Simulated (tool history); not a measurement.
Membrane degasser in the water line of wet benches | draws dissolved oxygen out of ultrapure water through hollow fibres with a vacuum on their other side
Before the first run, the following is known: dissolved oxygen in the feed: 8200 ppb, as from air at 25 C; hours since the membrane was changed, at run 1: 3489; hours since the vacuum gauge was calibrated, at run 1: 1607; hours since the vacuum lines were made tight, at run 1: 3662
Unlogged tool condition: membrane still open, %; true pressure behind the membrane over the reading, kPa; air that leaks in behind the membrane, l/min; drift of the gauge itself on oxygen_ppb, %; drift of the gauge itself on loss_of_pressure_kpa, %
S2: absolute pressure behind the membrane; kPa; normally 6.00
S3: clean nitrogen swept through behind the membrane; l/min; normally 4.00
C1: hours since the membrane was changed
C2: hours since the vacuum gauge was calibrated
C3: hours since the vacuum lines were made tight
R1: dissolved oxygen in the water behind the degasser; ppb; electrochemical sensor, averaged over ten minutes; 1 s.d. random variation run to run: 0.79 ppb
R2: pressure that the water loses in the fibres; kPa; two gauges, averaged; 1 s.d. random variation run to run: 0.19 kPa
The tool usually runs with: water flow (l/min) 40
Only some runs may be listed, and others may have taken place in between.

Run 1, hour 0.0: usual settings; C1 3489; C2 1607; C3 3662. Result: R1 78.6 ppb, R2 41.02 kPa.
Run 2, hour 60.8: usual settings; C1 3549; C2 1668; C3 3723. Result: R1 77.9 ppb, R2 41.01 kPa.
Run 3, hour 149.2: usual settings but S3 8.34 l/min; C1 3638; C2 1757; C3 3812. Result: R1 41.7 ppb, R2 41.44 kPa.
Run 4, hour 209.6: usual settings but S3 8.34 l/min; C1 3698; C2 1817; C3 3872. Result: R1 43.3 ppb, R2 41.15 kPa.
Run 5, hour 270.6: usual settings; C1 3759; C2 1878; C3 3933. Result: R1 78.5 ppb, R2 41.28 kPa.
Run 6, hour 388.9: usual settings but water flow (l/min) 57; C1 3877; C2 1996; C3 4051. Result: R1 128.7 ppb, R2 58.52 kPa.
Run 7, hour 459.9: usual settings; C1 3948; C2 2067; C3 4122. Result: R1 78.6 ppb, R2 41.20 kPa.
Run 8, hour 513.8: usual settings; C1 4002; C2 2121; C3 4176. Result: R1 78.2 ppb, R2 41.33 kPa.
Run 9, hour 581.0: usual settings; C1 4070; C2 2188; C3 4243. Result: R1 77.3 ppb, R2 41.28 kPa.
Run 10, hour 669.5: usual settings; C1 4158; C2 2277; C3 4332. Result: R1 78.7 ppb, R2 41.36 kPa.
Run 11, hour 744.7: usual settings but water flow (l/min) 38; C1 4233; C2 2352; C3 4407. Result: R1 74.4 ppb, R2 39.61 kPa.
Run 12, hour 815.2: usual settings but water flow (l/min) 38; C1 4304; C2 2423; C3 4477. Result: R1 74.4 ppb, R2 39.58 kPa.
Run 13, hour 888.7: usual settings but water flow (l/min) 38; C1 4377; C2 2496; C3 4551. Result: R1 74.4 ppb, R2 39.32 kPa.
Run 14, hour 978.1: usual settings but water flow (l/min) 38; C1 4467; C2 2585; C3 4640. Result: R1 72.9 ppb, R2 39.54 kPa.
Run 15, hour 1071.1: usual settings but water flow (l/min) 38, S2 10.53 kPa; C1 4560; C2 2678; C3 4733. Result: R1 171.0 ppb, R2 39.24 kPa.
Run 16, hour 1181.8: usual settings but water flow (l/min) 38, S2 10.53 kPa; C1 4670; C2 2789; C3 4844. Result: R1 174.6 ppb, R2 39.78 kPa.
Run 17, hour 1260.8: usual settings but water flow (l/min) 38, S2 10.53 kPa; C1 4749; C2 2868; C3 4923. Result: R1 172.8 ppb, R2 39.42 kPa.
Run 18, hour 1323.6: usual settings but water flow (l/min) 24, S2 11.16 kPa, S3 1.77 l/min; C1 4812; C2 2931; C3 4986. Result: R1 252.4 ppb, R2 24.97 kPa.
Run 19, hour 1389.7: usual settings but water flow (l/min) 25, S2 11.16 kPa, S3 1.77 l/min; C1 4878; C2 2997; C3 5052. Result: R1 261.5 ppb, R2 25.62 kPa.
Run 20, hour 1496.7: usual settings but water flow (l/min) 25, S2 11.16 kPa, S3 1.77 l/min; C1 4985; C2 3104; C3 5159. Result: R1 262.8 ppb, R2 25.88 kPa.
Run 21, hour 1595.0: usual settings but water flow (l/min) 25, S2 4.73 kPa, S3 6.55 l/min; C1 5084; C2 3202; C3 5257. Result: R1 17.6 ppb, R2 25.87 kPa.
Run 22, hour 1679.3: usual settings but S2 14.62 kPa, S3 10.14 l/min; C1 5168; C2 3287; C3 5342. Result: R1 120.2 ppb, R2 41.68 kPa.
Run 23, hour 1754.0: usual settings but water flow (l/min) 26, S2 7.29 kPa, S3 4.01 l/min; C1 5243; C2 3361; C3 5416. Result: R1 69.6 ppb, R2 27.20 kPa.
Run 24, hour 1879.3: usual settings but water flow (l/min) 26, S2 7.29 kPa, S3 4.01 l/min; C1 5368; C2 3487; C3 5542. Result: R1 69.0 ppb, R2 27.14 kPa.
Run 25, hour 1940.5: usual settings but water flow (l/min) 34, S2 8.14 kPa, S3 11.16 l/min; C1 5429; C2 3548; C3 5603. Result: R1 43.9 ppb, R2 35.44 kPa.
Run 26, hour 2007.7: usual settings but water flow (l/min) 26, S2 5.20 kPa, S3 5.18 l/min; C1 5496; C2 3615; C3 5670. Result: R1 28.6 ppb, R2 26.88 kPa.
Run 27, hour 2127.9: usual settings but S2 14.40 kPa, S3 1.65 l/min; C1 5616; C2 3735; C3 5790. Result: R1 584.6 ppb, R2 41.89 kPa.
Run 28, hour 2186.3: usual settings but water flow (l/min) 49, S2 6.54 kPa, S3 4.99 l/min; C1 5675; C2 3794; C3 5849. Result: R1 100.6 ppb, R2 50.93 kPa.
Run 29, hour 2303.2: usual settings but water flow (l/min) 25, S2 6.50 kPa; C1 5792; C2 3911; C3 5966. Result: R1 54.8 ppb, R2 26.41 kPa.
Run 30, hour 2379.0: usual settings but water flow (l/min) 58, S2 3.77 kPa, S3 3.19 l/min; C1 5868; C2 3986; C3 6041. Result: R1 67.4 ppb, R2 60.24 kPa.
Run 31, hour 2474.3: usual settings but water flow (l/min) 39, S2 4.01 kPa; C1 5963; C2 4082; C3 6137. Result: R1 33.1 ppb, R2 40.83 kPa.
Run 32, hour 2594.9: usual settings but water flow (l/min) 34, S2 4.60 kPa, S3 2.72 l/min; C1 6083; C2 4202; C3 6257. Result: R1 52.5 ppb, R2 35.43 kPa.

Branching from run 32: 4 alternative next runs. What would each branch give?
Run A, hour 2718.0: usual settings but water flow (l/min) 34, S2 7.64 kPa, S3 2.72 l/min; C1 6207; C2 4325; C3 6380. Result: R1 ?, R2 ?.
Run B, hour 2718.0: usual settings but water flow (l/min) 53, S2 7.88 kPa; C1 6207; C2 4325; C3 6380. Result: R1 ?, R2 ?.
Run C, hour 2718.0: usual settings but water flow (l/min) 60, S2 4.91 kPa, S3 3.54 l/min; C1 6207; C2 4325; C3 6380. Result: R1 ?, R2 ?.
Run D, hour 2718.0: usual settings but water flow (l/min) 55; C1 6207; C2 4325; C3 6380. Result: R1 ?, R2 ?.

run     R1     R2
  A  141.9  35.43
  B  174.6  55.19
  C  116.1  62.44
  D  124.9  57.62
What these runs would have given with no unlogged condition in the tool:
run     R1     R2
  A  132.4  34.30
  B  161.9  53.43
  C   99.9  60.46
  D  111.8  55.80
